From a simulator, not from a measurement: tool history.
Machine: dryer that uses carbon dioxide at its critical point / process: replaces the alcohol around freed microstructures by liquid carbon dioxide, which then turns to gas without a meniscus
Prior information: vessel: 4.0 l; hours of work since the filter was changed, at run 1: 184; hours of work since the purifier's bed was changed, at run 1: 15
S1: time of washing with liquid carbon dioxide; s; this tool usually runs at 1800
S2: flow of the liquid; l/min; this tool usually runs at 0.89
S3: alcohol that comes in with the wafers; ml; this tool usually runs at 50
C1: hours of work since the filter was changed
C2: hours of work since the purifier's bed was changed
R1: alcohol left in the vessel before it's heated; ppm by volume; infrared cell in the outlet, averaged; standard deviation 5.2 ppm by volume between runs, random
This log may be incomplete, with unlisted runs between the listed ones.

run	hour	S1	S2	S3	C1	C2	R1
1	0	1800	0.89	50	184	15	120
2	21	1800	0.89	49	191	22	128
3	30.2	1800	0.89	49	194	25	116
4	49.2	1800	0.89	49	201	31	121
5	59.6	1800	0.89	49	204	35	125
6	75.9	1800	0.89	49	210	40	126
7	90.4	1800	0.89	49	214	45	129
8	106.1	1800	0.89	49	220	50	128
9	117.5	1800	0.89	49	224	54	144
10	138.1	1800	0.774	50	231	61	235
11	151.6	1800	0.89	62	235	66	173
12	170.7	1800	0.89	62	241	72	177
13	180.4	2580	0.89	50	245	75	42
14	200.9	1800	0.89	50	252	82	150
15	211.6	1800	0.89	50	255	86	148
16	223.8	1800	0.89	50	259	90	155
17	236.6	1800	0.89	50	264	94	147
18	258	1800	0.89	93	271	102	272
19	268.6	1800	0.89	93	274	105	265
20	284.4	1800	0.89	50	280	110	161
21	295.3	1800	0.89	50	283	114	146
22	316.2	1800	0.89	50	291	121	160
23	335.9	2040	0.89	50	297	128	110
24	349.4	1080	0.739	119	302	132	3080
25	359.5	2040	0.889	64	305	136	128
26	372.6	2880	1.063	50	310	140	41
27	393.7	1800	1.027	48	317	147	99
28	412.6	1800	0.748	25	323	154	173
29	427.5	2880	1.336	50	328	159	35
30	449.5	2880	1.227	21	335	166	35
31	461.2	2880	1.227	21	339	170	39
32	475.9	2880	1.227	21	344	175	36
33	495.5	1740	0.605	59	351	182	832
34	514.3	1680	0.89	22	357	188	134
35	529	2100	0.956	57	362	193	96
36	544.7	1200	1.156	25	368	198	185
37	556.6	1680	0.743	44	372	202	404
38	577.7	1680	0.743	23	379	209	233
39	596.7	1680	0.743	23	385	216	234
40	614.1	1980	1.096	30	391	222	62
41	633.9	1980	1.096	30	398	228	63
# hour 637.8: inlet filter changed
42	656.2	1980	1.096	30	6	235	53
43	677.9	1980	1.256	47	14	243	66
44	699.8	1080	0.639	50	21	250	1559
45	721	1080	0.639	50	28	257	1533
46	732.2	1800	0.81	50	32	261	192

Consider 4 possible next runs. They are alternatives, not a sequence: every one starts from the tool as it was left by run 46. What does each give?
A	746.7	2100	1.074	50	37	266	?
B	746.7	1140	1.42	49	37	266	?
C	746.7	2580	1.207	25	37	266	?
D	746.7	1800	0.81	37	37	266	?

run	R1
A	79
B	151
C	55
D	170
What these runs would have given with no unlogged condition in the tool:
run	R1
A	22
B	86
C	0
D	104

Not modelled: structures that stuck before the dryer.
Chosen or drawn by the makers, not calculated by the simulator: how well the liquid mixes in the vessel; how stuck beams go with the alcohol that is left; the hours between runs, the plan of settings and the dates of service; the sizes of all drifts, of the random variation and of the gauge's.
